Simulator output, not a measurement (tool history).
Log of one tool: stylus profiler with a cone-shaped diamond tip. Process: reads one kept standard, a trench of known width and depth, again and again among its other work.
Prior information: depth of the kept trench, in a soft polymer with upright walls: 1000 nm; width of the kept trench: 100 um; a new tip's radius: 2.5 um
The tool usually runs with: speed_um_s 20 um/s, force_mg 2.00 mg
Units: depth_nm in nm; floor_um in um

run 1 hour=0.0 | speed_um_s=20 force_mg=2.00 | depth_nm=1010.62 floor_um=95.38
run 2 hour=69.9 | speed_um_s=11 force_mg=2.00 | depth_nm=1011.23 floor_um=95.31
run 3 hour=110.5 | speed_um_s=11 force_mg=2.00 | depth_nm=1011.24 floor_um=95.17
run 4 hour=169.6 | speed_um_s=11 force_mg=2.00 | depth_nm=1011.03 floor_um=95.05
run 5 hour=214.3 | speed_um_s=11 force_mg=1.16 | depth_nm=1008.79 floor_um=94.97
run 6 hour=282.6 | speed_um_s=20 force_mg=2.00 | depth_nm=1011.82 floor_um=94.85
-- hour=287.7 height scale calibrated on a step standard
run 7 hour=333.9 | speed_um_s=20 force_mg=2.89 | depth_nm=1015.66 floor_um=94.78
run 8 hour=406.1 | speed_um_s=20 force_mg=2.89 | depth_nm=1015.82 floor_um=94.62
run 9 hour=443.7 | speed_um_s=20 force_mg=3.93 | depth_nm=1018.57 floor_um=94.56
run 10 hour=485.6 | speed_um_s=20 force_mg=3.93 | depth_nm=1018.58 floor_um=94.49
run 11 hour=533.6 | speed_um_s=20 force_mg=1.90 | depth_nm=1012.76 floor_um=94.40
run 12 hour=599.0 | speed_um_s=7 force_mg=2.43 | depth_nm=1014.60 floor_um=94.29
run 13 hour=654.1 | speed_um_s=13 force_mg=1.82 | depth_nm=1012.52 floor_um=94.22
run 14 hour=703.0 | speed_um_s=46 force_mg=0.95 | depth_nm=1009.70 floor_um=93.96
-- hour=727.6 height scale calibrated on a step standard, once more
run 15 hour=752.2 | speed_um_s=25 force_mg=1.90 | depth_nm=1010.76 floor_um=94.02
run 16 hour=796.4 | speed_um_s=25 force_mg=1.90 | depth_nm=1011.10 floor_um=93.92
run 17 hour=831.5 | speed_um_s=9 force_mg=5.56 | depth_nm=1021.43 floor_um=93.98

Here are 3 independent what-if runs from the current tool condition. What would each one return?
run A hour=911.7 | speed_um_s=8 force_mg=5.56 | depth_nm=? floor_um=?
run B hour=911.7 | speed_um_s=9 force_mg=1.84 | depth_nm=? floor_um=?
run C hour=911.7 | speed_um_s=20 force_mg=3.42 | depth_nm=? floor_um=?

run=A depth_nm=1021.80 floor_um=93.80
run=B depth_nm=1011.09 floor_um=93.88
run=C depth_nm=1016.38 floor_um=93.80
What these runs would have given with no unlogged condition in the tool:
run=A depth_nm=1020.34 floor_um=95.92
run=B depth_nm=1009.64 floor_um=95.99
run=C depth_nm=1014.93 floor_um=95.91
